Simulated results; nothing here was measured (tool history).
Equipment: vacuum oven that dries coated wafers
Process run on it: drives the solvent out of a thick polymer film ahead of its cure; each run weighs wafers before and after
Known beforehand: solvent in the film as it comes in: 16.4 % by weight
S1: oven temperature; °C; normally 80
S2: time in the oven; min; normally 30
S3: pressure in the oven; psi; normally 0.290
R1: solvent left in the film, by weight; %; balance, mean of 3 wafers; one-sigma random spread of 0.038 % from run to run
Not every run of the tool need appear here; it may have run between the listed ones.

run 1 hour=0.0 | S1=80 S2=30 S3=0.290 | R1=3.47
run 2 hour=34.2 | S1=80 S2=30 S3=0.290 | R1=3.48
run 3 hour=97.9 | S1=80 S2=30 S3=0.290 | R1=3.48
run 4 hour=161.9 | S1=81 S2=30 S3=0.290 | R1=3.29
run 5 hour=235.5 | S1=81 S2=30 S3=0.290 | R1=3.27
run 6 hour=299.3 | S1=81 S2=30 S3=0.290 | R1=3.32
-- hour=322.9 oven's thermocouples calibrated
run 7 hour=367.5 | S1=81 S2=30 S3=0.290 | R1=2.94
run 8 hour=415.0 | S1=81 S2=30 S3=0.290 | R1=2.95
run 9 hour=465.0 | S1=81 S2=30 S3=0.290 | R1=3.03
run 10 hour=504.9 | S1=80 S2=30 S3=0.290 | R1=3.29
run 11 hour=567.7 | S1=80 S2=32 S3=0.290 | R1=2.92
run 12 hour=616.9 | S1=80 S2=32 S3=0.290 | R1=2.95
run 13 hour=671.9 | S1=80 S2=30 S3=0.290 | R1=3.27
run 14 hour=744.7 | S1=80 S2=30 S3=0.290 | R1=3.39
run 15 hour=810.7 | S1=80 S2=30 S3=0.290 | R1=3.40
run 16 hour=852.5 | S1=80 S2=30 S3=0.290 | R1=3.38
run 17 hour=920.9 | S1=80 S2=30 S3=0.290 | R1=3.44
run 18 hour=979.3 | S1=80 S2=34 S3=0.290 | R1=2.95
run 19 hour=1020.4 | S1=80 S2=30 S3=0.558 | R1=3.74
run 20 hour=1089.9 | S1=80 S2=30 S3=0.558 | R1=3.77
run 21 hour=1120.4 | S1=80 S2=30 S3=0.290 | R1=3.42
-- hour=1164.0 oven's thermocouples calibrated
run 22 hour=1168.8 | S1=80 S2=29 S3=0.290 | R1=3.35
run 23 hour=1234.0 | S1=80 S2=29 S3=0.290 | R1=3.36
run 24 hour=1307.6 | S1=80 S2=29 S3=0.290 | R1=3.39
run 25 hour=1352.5 | S1=80 S2=42 S3=0.571 | R1=2.34
run 26 hour=1399.1 | S1=80 S2=42 S3=0.571 | R1=2.35
run 27 hour=1454.8 | S1=71 S2=30 S3=0.627 | R1=6.29
run 28 hour=1512.7 | S1=71 S2=30 S3=0.627 | R1=6.31
run 29 hour=1559.8 | S1=84 S2=27 S3=0.635 | R1=3.15
run 30 hour=1602.2 | S1=79 S2=30 S3=0.290 | R1=3.62
run 31 hour=1651.0 | S1=79 S2=30 S3=0.290 | R1=3.68
run 32 hour=1691.6 | S1=91 S2=30 S3=0.290 | R1=1.19
-- hour=1728.6 vacuum gauge cleaned of residue and calibrated
run 33 hour=1728.6 | S1=80 S2=35 S3=0.339 | R1=2.75
run 34 hour=1800.0 | S1=76 S2=26 S3=0.290 | R1=5.08
run 35 hour=1829.5 | S1=76 S2=17 S3=1.009 | R1=7.79
run 36 hour=1867.4 | S1=76 S2=17 S3=0.273 | R1=7.14
run 37 hour=1934.8 | S1=86 S2=35 S3=0.416 | R1=1.75
run 38 hour=1981.2 | S1=90 S2=30 S3=0.928 | R1=1.87
-- hour=2005.9 oven's thermocouples calibrated
run 39 hour=2017.3 | S1=74 S2=51 S3=0.928 | R1=3.44
run 40 hour=2049.5 | S1=74 S2=51 S3=0.928 | R1=3.53
run 41 hour=2102.8 | S1=74 S2=51 S3=0.928 | R1=3.55
run 42 hour=2138.2 | S1=74 S2=32 S3=0.210 | R1=4.57
run 43 hour=2194.8 | S1=74 S2=32 S3=0.210 | R1=4.56
run 44 hour=2257.8 | S1=86 S2=20 S3=1.066 | R1=4.25
run 45 hour=2305.5 | S1=86 S2=20 S3=1.066 | R1=4.26
run 46 hour=2344.1 | S1=86 S2=20 S3=1.066 | R1=4.24
run 47 hour=2402.8 | S1=86 S2=20 S3=1.066 | R1=4.27

Subtracting, for every run, the result it would have given without the tool's unlogged condition from the measured result gives the following. The same run-to-run variation enters both numbers; the gauge's scatter may not:
What the log doesn't record here: true wafer temperature over the reading, C; true pressure over the reading, kPa; drift of the gauge itself on solvent_pct, %.
run=1 R1=+0.29
run=2 R1=+0.30
run=3 R1=+0.32
run=4 R1=+0.33
run=5 R1=+0.36
run=6 R1=+0.39
run=7 R1=+0.02
run=8 R1=+0.03
run=9 R1=+0.06
run=10 R1=+0.07
run=11 R1=+0.10
run=12 R1=+0.11
run=13 R1=+0.13
run=14 R1=+0.16
run=15 R1=+0.19
run=16 R1=+0.20
run=17 R1=+0.23
run=18 R1=+0.23
run=19 R1=+0.27
run=20 R1=+0.30
run=21 R1=+0.30
run=22 R1=+0.03
run=23 R1=+0.06
run=24 R1=+0.09
run=25 R1=+0.10
run=26 R1=+0.11
run=27 R1=+0.17
run=28 R1=+0.19
run=29 R1=+0.17
run=30 R1=+0.20
run=31 R1=+0.21
run=32 R1=+0.14
run=33 R1=+0.14
run=34 R1=+0.20
run=35 R1=+0.22
run=36 R1=+0.22
run=37 R1=+0.16
run=38 R1=+0.16
run=39 R1=+0.07
run=40 R1=+0.08
run=41 R1=+0.10
run=42 R1=+0.12
run=43 R1=+0.14
run=44 R1=+0.15
run=45 R1=+0.17
run=46 R1=+0.18
run=47 R1=+0.21
